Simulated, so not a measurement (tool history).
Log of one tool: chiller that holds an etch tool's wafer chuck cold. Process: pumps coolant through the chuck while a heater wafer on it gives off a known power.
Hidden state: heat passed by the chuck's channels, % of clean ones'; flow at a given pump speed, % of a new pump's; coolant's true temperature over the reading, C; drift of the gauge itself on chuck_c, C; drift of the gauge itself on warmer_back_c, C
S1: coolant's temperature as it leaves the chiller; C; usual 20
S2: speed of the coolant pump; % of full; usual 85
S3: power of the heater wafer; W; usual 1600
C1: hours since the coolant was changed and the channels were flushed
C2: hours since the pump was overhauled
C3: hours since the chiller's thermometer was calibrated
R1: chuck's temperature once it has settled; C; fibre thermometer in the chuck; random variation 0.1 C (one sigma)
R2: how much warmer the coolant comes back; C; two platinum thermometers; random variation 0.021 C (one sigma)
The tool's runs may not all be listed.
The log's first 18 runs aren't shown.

{"run": 19, "hour": 933.3, "S1": 14, "S2": 76, "S3": 990, "C1": 2299, "C2": 1798, "C3": 1009, "R1": 23.6, "R2": 3.58}
{"run": 20, "hour": 992.9, "S1": 20, "S2": 70, "S3": 1265, "C1": 2358, "C2": 1857, "C3": 1068, "R1": 32.9, "R2": 4.96}
{"run": 21, "hour": 1055.3, "S1": 17, "S2": 99, "S3": 1265, "C1": 2421, "C2": 1920, "C3": 1131, "R1": 27.6, "R2": 3.46}
{"run": 22, "hour": 1107.2, "S1": 20, "S2": 63, "S3": 1600, "C1": 2473, "C2": 1972, "C3": 1182, "R1": 37.4, "R2": 7.01}
{"run": 23, "hour": 1161.9, "S1": 15, "S2": 94, "S3": 1600, "C1": 2527, "C2": 2026, "C3": 1237, "R1": 28.7, "R2": 4.56}
{"run": 24, "hour": 1222.9, "S1": 24, "S2": 94, "S3": 1811, "C1": 2588, "C2": 2087, "C3": 1298, "R1": 39.3, "R2": 5.09}
{"run": 25, "hour": 1271.7, "S1": 17, "S2": 71, "S3": 881, "C1": 2637, "C2": 2136, "C3": 1347, "R1": 26.2, "R2": 3.52}
{"run": 26, "hour": 1337.8, "S1": 12, "S2": 85, "S3": 1600, "C1": 2703, "C2": 2202, "C3": 1413, "R1": 26.4, "R2": 5.14}
{"run": 27, "hour": 1395.4, "S1": 12, "S2": 85, "S3": 1600, "C1": 2761, "C2": 2260, "C3": 1471, "R1": 26.6, "R2": 5.11}
{"run": 28, "hour": 1460.3, "S1": 12, "S2": 85, "S3": 1600, "C1": 2826, "C2": 2325, "C3": 1536, "R1": 26.5, "R2": 5.15}
{"run": 29, "hour": 1513.7, "S1": 12, "S2": 85, "S3": 1600, "C1": 2879, "C2": 2378, "C3": 1589, "R1": 26.5, "R2": 5.11}
{"run": 30, "hour": 1579.0, "S1": 12, "S2": 85, "S3": 1600, "C1": 2945, "C2": 2444, "C3": 1654, "R1": 26.5, "R2": 5.17}
{"run": 31, "hour": 1645.1, "S1": 22, "S2": 85, "S3": 2140, "C1": 3011, "C2": 2510, "C3": 1720, "R1": 41.4, "R2": 6.8}
{"run": 32, "hour": 1694.6, "S1": 22, "S2": 88, "S3": 2138, "C1": 3060, "C2": 2559, "C3": 1770, "R1": 41.1, "R2": 6.54}

Forecast each of these 3 alternatives for the next run:
{"hour": 1715.5, "done": "gauge calibrated"}
{"run": "A", "hour": 1755.4, "S1": 22, "S2": 91, "S3": 2138, "C1": 3121, "C2": 2620, "C3": 1831, "R1": "?", "R2": "?"}
{"hour": 1715.5, "done": "gauge calibrated"}
{"run": "B", "hour": 1755.4, "S1": 29, "S2": 76, "S3": 1892, "C1": 3121, "C2": 2620, "C3": 1831, "R1": "?", "R2": "?"}
{"hour": 1715.5, "done": "gauge calibrated"}
{"run": "C", "hour": 1755.4, "S1": 17, "S2": 100, "S3": 1255, "C1": 3121, "C2": 2620, "C3": 1831, "R1": "?", "R2": "?"}

run=A R1=40.9 R2=5.97
run=B R1=47.5 R2=6.47
run=C R1=27.4 R2=3.12
Without the tool's hidden state the same runs would have given:
run=A R1=40.8 R2=5.95
run=B R1=47.5 R2=6.46
run=C R1=27.3 R2=3.11
